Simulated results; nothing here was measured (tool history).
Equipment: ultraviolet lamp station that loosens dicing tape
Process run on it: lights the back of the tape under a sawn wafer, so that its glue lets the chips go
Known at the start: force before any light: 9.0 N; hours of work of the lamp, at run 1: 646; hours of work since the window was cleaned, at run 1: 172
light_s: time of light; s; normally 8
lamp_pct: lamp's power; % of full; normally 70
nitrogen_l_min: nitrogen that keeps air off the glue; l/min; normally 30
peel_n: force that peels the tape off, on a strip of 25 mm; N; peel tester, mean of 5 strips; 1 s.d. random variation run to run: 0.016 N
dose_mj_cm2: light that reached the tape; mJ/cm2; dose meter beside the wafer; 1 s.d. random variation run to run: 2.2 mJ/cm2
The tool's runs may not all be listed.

run,hour,light_s,lamp_pct,nitrogen_l_min,hours of work of the lamp,hours of work since the window was cleaned,peel_n,dose_mj_cm2
1,0,8,70,30,646,172,0.747,204
2,51.2,11,70,30,686,213,0.375,275
3,99.2,14,70,30,724,250,0.221,349
4,152.8,8,70,30,766,293,0.816,201
5,198.6,8,70,30,802,329,0.788,198
6,228.2,8,70,30,825,352,0.797,200
7,256.6,8,70,30,848,374,0.759,197
# hour 260.7: lamp changed
8,286.1,8,70,30,20,397,0.752,202
9,331.4,8,70,30,56,432,0.787,199
10,362.7,8,70,30,80,457,0.78,203
11,403.6,8,70,30,112,489,0.76,195
12,450.9,8,70,52,150,526,0.591,199
13,491,8,70,52,181,558,0.582,198
14,535.7,8,70,30,216,593,0.78,199
15,563.6,8,94,10,238,615,0.842,272
16,603.5,9,87,55,270,646,0.27,285
# hour 628.1: window cleaned of glue's vapour
17,652.1,6,70,33,307,19,1.3,151
18,687.1,12,95,57,335,46,0.145,406
19,730.9,12,95,57,369,81,0.136,404
20,793.9,12,95,57,419,130,0.153,410
21,823,15,87,51,442,153,0.137,461
22,852.7,8,80,11,465,177,1.099,228

Alternative continuations, all from the tool just after run 22; predict every row:
A,908.8,8,72,12,509,221,?,?
B,908.8,7,61,55,509,221,?,?
C,908.8,11,81,27,509,221,?,?
D,908.8,8,78,30,509,221,?,?
E,908.8,5,95,12,509,221,?,?

run,peel_n,dose_mj_cm2
A,1.248,203
B,1.056,153
C,0.283,316
D,0.63,223
E,1.706,168
Had the tool no hidden state, the same runs would have come out as:
run,peel_n,dose_mj_cm2
A,1.243,204
B,1.051,154
C,0.282,316
D,0.627,223
E,1.701,168
